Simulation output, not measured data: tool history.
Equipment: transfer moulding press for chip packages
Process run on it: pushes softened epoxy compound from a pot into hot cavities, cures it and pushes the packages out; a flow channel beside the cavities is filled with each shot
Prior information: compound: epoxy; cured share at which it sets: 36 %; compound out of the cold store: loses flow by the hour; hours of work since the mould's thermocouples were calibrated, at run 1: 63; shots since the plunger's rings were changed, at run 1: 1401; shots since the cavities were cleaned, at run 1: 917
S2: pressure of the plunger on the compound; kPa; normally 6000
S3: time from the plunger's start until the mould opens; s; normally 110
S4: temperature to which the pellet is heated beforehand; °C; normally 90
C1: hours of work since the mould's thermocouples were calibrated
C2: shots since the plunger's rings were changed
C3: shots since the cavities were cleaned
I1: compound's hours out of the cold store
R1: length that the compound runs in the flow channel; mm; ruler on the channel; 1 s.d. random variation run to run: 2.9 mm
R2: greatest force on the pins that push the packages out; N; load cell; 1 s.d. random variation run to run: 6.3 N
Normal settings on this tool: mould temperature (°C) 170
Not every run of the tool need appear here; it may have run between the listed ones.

{"run": 1, "day": 0.0, "mould temperature (°C)": 170, "S2": 6000, "S3": 110, "S4": 90, "C1": 63, "C2": 1401, "C3": 917, "I1": 20.8, "R1": 591, "R2": 508}
{"day": 0.792, "done": "cavities cleaned with cleaning compound and waxed"}
{"run": 2, "day": 1.112, "mould temperature (°C)": 170, "S2": 6000, "S3": 110, "S4": 90, "C1": 76, "C2": 1643, "C3": 74, "I1": 22.9, "R1": 589, "R2": 283}
{"run": 3, "day": 2.558, "mould temperature (°C)": 170, "S2": 6000, "S3": 110, "S4": 82, "C1": 95, "C2": 1977, "C3": 408, "I1": 39.0, "R1": 544, "R2": 402}
{"run": 4, "day": 3.679, "mould temperature (°C)": 170, "S2": 6000, "S3": 110, "S4": 82, "C1": 109, "C2": 2235, "C3": 666, "I1": 45.3, "R1": 533, "R2": 440}
{"run": 5, "day": 4.483, "mould temperature (°C)": 170, "S2": 6000, "S3": 110, "S4": 82, "C1": 119, "C2": 2421, "C3": 852, "I1": 43.8, "R1": 538, "R2": 468}
{"day": 5.579, "done": "cavities cleaned with cleaning compound and waxed"}
{"run": 6, "day": 5.642, "mould temperature (°C)": 170, "S2": 6000, "S3": 110, "S4": 82, "C1": 133, "C2": 2673, "C3": 14, "I1": 23.4, "R1": 581, "R2": 258}
{"run": 7, "day": 6.883, "mould temperature (°C)": 170, "S2": 6000, "S3": 110, "S4": 90, "C1": 149, "C2": 2960, "C3": 301, "I1": 40.9, "R1": 532, "R2": 375}
{"run": 8, "day": 7.654, "mould temperature (°C)": 170, "S2": 6000, "S3": 110, "S4": 90, "C1": 159, "C2": 3137, "C3": 478, "I1": 36.1, "R1": 547, "R2": 414}
{"run": 9, "day": 8.571, "mould temperature (°C)": 170, "S2": 6000, "S3": 110, "S4": 90, "C1": 171, "C2": 3349, "C3": 690, "I1": 37.7, "R1": 544, "R2": 456}
{"run": 10, "day": 9.517, "mould temperature (°C)": 170, "S2": 6000, "S3": 110, "S4": 90, "C1": 183, "C2": 3568, "C3": 909, "I1": 42.1, "R1": 536, "R2": 462}
{"day": 10.333, "done": "cavities cleaned with cleaning compound and waxed"}
{"run": 11, "day": 10.333, "mould temperature (°C)": 170, "S2": 5750, "S3": 110, "S4": 90, "C1": 193, "C2": 3741, "C3": 0, "I1": 40.6, "R1": 527, "R2": 243}
{"run": 12, "day": 11.683, "mould temperature (°C)": 170, "S2": 6000, "S3": 110, "S4": 90, "C1": 210, "C2": 4052, "C3": 311, "I1": 46.6, "R1": 521, "R2": 370}
{"run": 13, "day": 12.742, "mould temperature (°C)": 170, "S2": 6000, "S3": 110, "S4": 90, "C1": 224, "C2": 4297, "C3": 556, "I1": 22.9, "R1": 581, "R2": 439}
{"run": 14, "day": 13.692, "mould temperature (°C)": 164, "S2": 7340, "S3": 110, "S4": 90, "C1": 236, "C2": 4516, "C3": 775, "I1": 9.1, "R1": 700, "R2": 720}
{"run": 15, "day": 14.912, "mould temperature (°C)": 172, "S2": 6000, "S3": 91, "S4": 90, "C1": 251, "C2": 4798, "C3": 1057, "I1": 27.2, "R1": 562, "R2": 624}
{"day": 15.092, "done": "cavities cleaned with cleaning compound and waxed"}
{"run": 16, "day": 16.242, "mould temperature (°C)": 168, "S2": 6810, "S3": 120, "S4": 95, "C1": 268, "C2": 5090, "C3": 265, "I1": 28.4, "R1": 600, "R2": 363}

What will run 17 give?
{"run": 17, "day": 17.288, "mould temperature (°C)": 170, "S2": 6000, "S3": 93, "S4": 90, "C1": 281, "C2": 5331, "C3": 506, "I1": 27.2, "R1": "?", "R2": "?"}

{"run 17": {"R1": 556, "R2": 567}}
On a tool with no hidden condition, and with the same random variation, this run would have come out at R1 575 mm, R2 312 N.
